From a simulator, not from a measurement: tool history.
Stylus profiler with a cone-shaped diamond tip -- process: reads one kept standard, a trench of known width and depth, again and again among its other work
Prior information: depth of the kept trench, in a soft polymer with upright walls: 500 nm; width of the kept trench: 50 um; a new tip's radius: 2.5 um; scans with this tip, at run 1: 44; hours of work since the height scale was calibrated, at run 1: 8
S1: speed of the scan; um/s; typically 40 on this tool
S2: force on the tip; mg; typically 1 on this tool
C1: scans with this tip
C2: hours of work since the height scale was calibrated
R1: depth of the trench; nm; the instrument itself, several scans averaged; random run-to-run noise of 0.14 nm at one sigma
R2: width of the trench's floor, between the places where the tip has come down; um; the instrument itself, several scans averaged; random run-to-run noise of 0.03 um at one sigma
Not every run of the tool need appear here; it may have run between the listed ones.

run,day,S1,S2,C1,C2,R1,R2
1,0,40,1,44,8,503.74,46.66
2,0.442,40,1,78,14,503.98,46.59
3,0.875,40,0.6,111,19,502.67,46.55
4,1.221,40,0.6,137,24,502.66,46.57
5,1.821,40,0.6,183,32,502.78,46.56
6,2.446,40,0.6,230,41,503.11,46.56
7,3.121,40,0.46,282,50,502.31,46.45
8,3.417,40,0.46,304,54,502.26,46.43
9,4.079,76,1,355,63,503.95,46.3
10,4.512,100,2.4,388,68,506.87,46.33
11,4.817,135,2.27,411,72,506.48,46.13
12,5.333,42,0.7,450,79,502.92,46.45
13,5.638,156,0.98,473,83,503.51,45.5
14,6.062,40,0.56,506,89,502.49,46.41

Here are 4 independent what-if runs from the current tool condition. What would each one return?
A,6.512,123,1.19,540,95,?,?
B,6.512,19,1,540,95,?,?
C,6.512,50,0.5,540,95,?,?
D,6.512,24,1.56,540,95,?,?

run,R1,R2
A,504.4,45.87
B,503.68,46.78
C,502.41,46.31
D,504.96,46.74
With the hidden condition removed and each run's random variation left untouched, the same runs would have given:
run,R1,R2
A,504.36,45.94
B,503.64,46.85
C,502.37,46.38
D,504.92,46.8
